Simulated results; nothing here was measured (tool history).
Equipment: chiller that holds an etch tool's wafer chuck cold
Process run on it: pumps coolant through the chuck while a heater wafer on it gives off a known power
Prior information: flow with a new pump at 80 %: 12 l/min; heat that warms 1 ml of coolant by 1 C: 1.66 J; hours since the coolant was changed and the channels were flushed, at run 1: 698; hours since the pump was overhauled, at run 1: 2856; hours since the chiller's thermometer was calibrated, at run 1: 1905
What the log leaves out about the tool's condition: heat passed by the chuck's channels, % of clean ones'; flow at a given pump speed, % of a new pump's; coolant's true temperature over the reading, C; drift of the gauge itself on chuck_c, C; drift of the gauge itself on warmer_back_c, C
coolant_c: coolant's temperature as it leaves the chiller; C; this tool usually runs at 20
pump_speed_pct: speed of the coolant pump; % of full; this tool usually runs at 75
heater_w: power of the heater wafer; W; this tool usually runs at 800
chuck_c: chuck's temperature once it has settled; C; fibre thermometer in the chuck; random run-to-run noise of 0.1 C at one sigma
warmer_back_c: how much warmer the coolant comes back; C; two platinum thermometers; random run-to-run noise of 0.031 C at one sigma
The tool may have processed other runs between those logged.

run    hour  coolant_c  pump_speed_pct  heater_w  hours since the coolant was changed and the channels were flushed  hours since the pump was overhauled  hours since the chiller's thermometer was calibrated  chuck_c  warmer_back_c
  1       0         20              75       800                                                                698                                 2856                                                  1905     27.5           2.58
  2    99.8         20              75       800                                                                797                                 2956                                                  2004     27.8           2.54
  3   235.6         20              75       800                                                                933                                 3091                                                  2140     27.8           2.55
      245.1  -- chiller's thermometer calibrated
  4   340.7         20              75       800                                                               1037                                 3195                                                    96     27.6            2.5
  5   407.4         20              75       800                                                               1104                                 3262                                                   162     27.8           2.56
  6   503.3         20              75       800                                                               1200                                 3358                                                   258     27.7           2.54
  7     625         20              75       800                                                               1322                                 3480                                                   380     27.8           2.56
  8   691.6         20              75       800                                                               1388                                 3546                                                   447     27.9           2.55
  9   783.1         20              75       800                                                               1480                                 3638                                                   538     27.7           2.53
 10   924.7         11              97       743                                                               1621                                 3779                                                   680     16.9           1.82
 11  1002.5         11              95       915                                                               1699                                 3857                                                   757     18.6           2.28
 12  1124.5         12              95      1011                                                               1821                                 3979                                                   879     20.3           2.51
 13  1256.3         19              92       736                                                               1953                                 4111                                                  1011     25.1           1.84
 14  1369.1         13             100       800                                                               2066                                 4224                                                  1124     19.5           1.83
 15  1431.9         13             100       800                                                               2128                                 4287                                                  1187     19.4           1.88
 16  1530.7         13             100       800                                                               2227                                 4385                                                  1286     19.4           1.85
 17  1646.7         13             100       800                                                               2343                                 4501                                                  1402       19            1.8

Each row is a separate what-if for the run after 17, all from the same tool condition, not one after another. Results?
  A  1756.1         13              78       551                                                               2453                                 4611                                                  1511        ?              ?
  B  1756.1         16             100       754                                                               2453                                 4611                                                  1511        ?              ?
  C  1756.1         26              72       637                                                               2453                                 4611                                                  1511        ?              ?
  D  1756.1         12              94       800                                                               2453                                 4611                                                  1511        ?              ?

run  chuck_c  warmer_back_c
  A     18.2           1.58
  B     21.9           1.72
  C     32.3           2.02
  D     18.6           1.92
Without the tool's hidden state the same runs would have given:
run  chuck_c  warmer_back_c
  A     18.2           1.68
  B     21.9           1.82
  C     32.3           2.12
  D     18.5           2.02
